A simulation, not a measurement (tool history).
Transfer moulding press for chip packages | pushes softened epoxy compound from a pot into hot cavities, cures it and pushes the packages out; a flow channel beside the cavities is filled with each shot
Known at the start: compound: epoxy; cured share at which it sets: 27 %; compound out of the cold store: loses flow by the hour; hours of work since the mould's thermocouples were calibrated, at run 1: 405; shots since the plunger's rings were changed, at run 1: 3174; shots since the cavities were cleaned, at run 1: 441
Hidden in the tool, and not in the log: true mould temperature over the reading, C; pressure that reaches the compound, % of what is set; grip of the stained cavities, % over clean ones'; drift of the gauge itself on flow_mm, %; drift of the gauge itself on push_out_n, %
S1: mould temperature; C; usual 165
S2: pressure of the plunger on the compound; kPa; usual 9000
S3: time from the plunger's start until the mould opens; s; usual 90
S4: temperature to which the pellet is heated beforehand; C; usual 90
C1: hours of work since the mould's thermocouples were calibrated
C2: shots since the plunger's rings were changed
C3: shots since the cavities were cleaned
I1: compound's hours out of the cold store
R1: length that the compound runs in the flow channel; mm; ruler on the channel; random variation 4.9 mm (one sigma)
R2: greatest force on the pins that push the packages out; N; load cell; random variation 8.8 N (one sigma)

run     day   S1     S2   S3  S4   C1    C2   C3    I1   R1   R2
  1   0.000  165   9000   90  90  405  3174  441  23.8  633  586
      0.454  -- cavities cleaned with cleaning compound and waxed
  2   0.554  165   9000   90  90  412  3323   30  15.0  663  409
  3   1.046  165   9000   90  90  419  3473  180  37.7  614  454
  4   1.871  165  10210   90  90  431  3723  430  34.4  657  543
      2.321  -- cavities cleaned with cleaning compound and waxed
      2.488  -- plunger's sealing rings changed
  5   2.733  165   9000   90  90  440    74   93  18.3  689  434
  6   3.621  165   9000   90  90  453   344  363   9.1  703  515
      4.375  -- mould's thermocouples calibrated
      4.438  -- cavities cleaned with cleaning compound and waxed
  7   4.758  165   9000   90  90    5   645   97  31.3  657  435
  8   5.667  165   9000   90  90   17   921  373  37.7  641  528
      6.346  -- cavities cleaned with cleaning compound and waxed
      6.608  -- mould's thermocouples calibrated, once more
  9   6.792  165   9000   90  90    3  1219  111  38.8  635  466
 10   7.625  165   9000   90  90   14  1472  364  30.5  648  540
      8.350  -- cavities cleaned with cleaning compound and waxed
 11   8.400  163   9000   90  90   24  1688   16  35.6  647  447
 12   9.462  163   9000   90  90   39  2010  338  43.6  620  623
     10.229  -- cavities cleaned with cleaning compound and waxed
 13  10.696  163   9000   90  90   56  2365  142  44.1  625  514
 14  11.850  165   8160   90  90   72  2716  493  15.9  632  627
     12.117  -- cavities cleaned with cleaning compound and waxed
 15  12.696  165   8160   90  90   83  2954  176  13.3  631  483
 16  13.875  165   8130   96  90  100  3312  534   9.0  635  575
     14.012  -- cavities cleaned with cleaning compound and waxed
 17  14.450  165   8130   96  90  107  3467  132  14.8  619  416
 18  14.950  165   8130   96  90  114  3620  285  33.3  583  463
     15.812  -- plunger's sealing rings changed
 19  15.812  162   7810   90  90  125     0  515  40.2  618  700
     16.058  -- cavities cleaned with cleaning compound and waxed
 20  16.842  165   9220   93  96  138   293  238  28.4  676  462
 21  17.562  165   7100   94  96  149   511  456  35.9  573  509
     17.967  -- cavities cleaned with cleaning compound and waxed
 22  18.133  165   7100   94  96  156   666   51  39.4  571  378
 23  19.317  165   6950   71  96  173  1026  411  35.7  565  936
     19.896  -- cavities cleaned with cleaning compound and waxed
 24  20.325  160   9000  118  90  186  1312  130  43.1  643  387
 25  21.158  160   9000  118  90  198  1566  384  32.3  678  480
     21.792  -- cavities cleaned with cleaning compound and waxed
 26  21.983  165   7830   81  91  208  1797   58  12.1  642  548

3 ways to go on from here, each from the tool as it stands after run 26. What would each give?
  A  22.646  173  7830  81  86  218  1999  260  43.5   ?   ?
  B  22.646  158  7830  71  84  218  1999  260  46.5   ?   ?
  C  22.646  165  8380  90  91  218  1999  260  14.4   ?   ?

run   R1    R2
  A  552   403
  B  596  1406
  C  649   534
Without the tool's hidden state the same runs would have given:
run   R1    R2
  A  572   300
  B  618  1056
  C  673   403
